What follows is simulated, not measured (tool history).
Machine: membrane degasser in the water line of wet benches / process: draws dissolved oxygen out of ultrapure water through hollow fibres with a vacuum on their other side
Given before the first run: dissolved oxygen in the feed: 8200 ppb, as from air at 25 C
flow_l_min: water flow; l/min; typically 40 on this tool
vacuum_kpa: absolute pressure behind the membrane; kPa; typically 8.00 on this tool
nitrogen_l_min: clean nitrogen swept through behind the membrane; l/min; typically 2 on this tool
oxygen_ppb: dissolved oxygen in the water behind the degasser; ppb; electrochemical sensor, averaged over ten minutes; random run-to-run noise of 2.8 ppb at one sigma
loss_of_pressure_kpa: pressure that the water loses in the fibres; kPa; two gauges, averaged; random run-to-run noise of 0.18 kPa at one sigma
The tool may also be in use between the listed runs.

run 1 hour=0.0 | flow_l_min=40 vacuum_kpa=8.00 nitrogen_l_min=2 | oxygen_ppb=284.0 loss_of_pressure_kpa=36.27
run 2 hour=85.1 | flow_l_min=40 vacuum_kpa=8.00 nitrogen_l_min=2 | oxygen_ppb=290.2 loss_of_pressure_kpa=36.27
run 3 hour=176.9 | flow_l_min=40 vacuum_kpa=8.00 nitrogen_l_min=2 | oxygen_ppb=287.2 loss_of_pressure_kpa=36.13
run 4 hour=331.2 | flow_l_min=40 vacuum_kpa=8.00 nitrogen_l_min=2 | oxygen_ppb=283.6 loss_of_pressure_kpa=36.22
run 5 hour=487.6 | flow_l_min=40 vacuum_kpa=8.00 nitrogen_l_min=2 | oxygen_ppb=290.4 loss_of_pressure_kpa=36.45
run 6 hour=624.8 | flow_l_min=57 vacuum_kpa=8.00 nitrogen_l_min=2 | oxygen_ppb=431.1 loss_of_pressure_kpa=51.45
run 7 hour=714.6 | flow_l_min=57 vacuum_kpa=8.00 nitrogen_l_min=2 | oxygen_ppb=434.5 loss_of_pressure_kpa=51.47
run 8 hour=834.8 | flow_l_min=57 vacuum_kpa=8.00 nitrogen_l_min=2 | oxygen_ppb=436.1 loss_of_pressure_kpa=51.75
run 9 hour=943.1 | flow_l_min=57 vacuum_kpa=8.00 nitrogen_l_min=2 | oxygen_ppb=426.5 loss_of_pressure_kpa=52.03
run 10 hour=1069.9 | flow_l_min=57 vacuum_kpa=9.96 nitrogen_l_min=2 | oxygen_ppb=543.2 loss_of_pressure_kpa=51.93

Forecast run 11:
run 11 hour=1224.0 | flow_l_min=57 vacuum_kpa=9.96 nitrogen_l_min=2 | oxygen_ppb=? loss_of_pressure_kpa=?

oxygen_ppb: 545.6 ppb
loss_of_pressure_kpa: 52.19 kPa
Without the tool's hidden state the same run would have given oxygen_ppb 532.2 ppb, loss_of_pressure_kpa 50.93 kPa.

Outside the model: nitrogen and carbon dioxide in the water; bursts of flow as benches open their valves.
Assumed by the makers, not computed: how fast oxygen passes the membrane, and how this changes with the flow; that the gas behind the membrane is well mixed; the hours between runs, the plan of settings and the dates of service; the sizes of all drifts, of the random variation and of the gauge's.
